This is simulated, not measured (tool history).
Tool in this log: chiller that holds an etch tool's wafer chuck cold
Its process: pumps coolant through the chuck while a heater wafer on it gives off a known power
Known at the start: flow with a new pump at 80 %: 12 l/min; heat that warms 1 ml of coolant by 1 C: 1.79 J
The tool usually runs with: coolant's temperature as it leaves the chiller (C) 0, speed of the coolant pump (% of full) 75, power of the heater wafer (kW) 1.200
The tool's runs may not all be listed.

run   hour  coolant's temperature as it leaves the chiller (C)  speed of the coolant pump (% of full)  power of the heater wafer (kW)  chuck's temperature once it has settled (C)  how much warmer the coolant comes back (C)
  1    0.0                                                   0                                     75                           1.200                                         13.1                                        4.03
  2   38.6                                                   0                                     75                           1.200                                         13.1                                        4.01
  3  123.6                                                   0                                     74                           1.200                                         13.5                                        4.09
  4  188.5                                                   0                                     74                           1.200                                         13.4                                        4.08
  5  245.9                                                   0                                     75                           1.200                                         13.3                                        4.04
  6  315.9                                                   0                                     75                           1.200                                         13.5                                        4.08
  7  368.0                                                  -4                                     75                           1.502                                         13.0                                        5.16
  8  443.2                                                   8                                     65                           0.631                                         16.3                                        2.49
     454.1  -- coolant changed, channels flushed
  9  491.6                                                   8                                     65                           0.631                                         15.3                                        2.52
 10  537.7                                                   8                                     65                           0.631                                         15.2                                        2.51

5 options for the next run, each taken on its own from the tool as it stands now. Forecast them:
  A  607.4                                                   8                                     87                           0.926                                            ?                                           ?
  B  607.4                                                   8                                     85                           0.849                                            ?                                           ?
  C  607.4                                                  -1                                     65                           1.540                                            ?                                           ?
  D  607.4                                                   0                                     64                           1.200                                            ?                                           ?
  E  607.4                                                   0                                     94                           1.200                                            ?                                           ?

run  chuck's temperature once it has settled (C)  how much warmer the coolant comes back (C)
  A                                         16.3                                        2.70
  B                                         15.8                                        2.57
  C                                         16.9                                        6.22
  D                                         14.3                                        4.94
  E                                          9.6                                        3.18
Take away the tool's hidden state, keep each run's random variation, and the runs would have read:
run  chuck's temperature once it has settled (C)  how much warmer the coolant comes back (C)
  A                                         15.0                                        2.37
  B                                         14.6                                        2.26
  C                                         14.5                                        5.45
  D                                         12.4                                        4.34
  E                                          8.2                                        2.79

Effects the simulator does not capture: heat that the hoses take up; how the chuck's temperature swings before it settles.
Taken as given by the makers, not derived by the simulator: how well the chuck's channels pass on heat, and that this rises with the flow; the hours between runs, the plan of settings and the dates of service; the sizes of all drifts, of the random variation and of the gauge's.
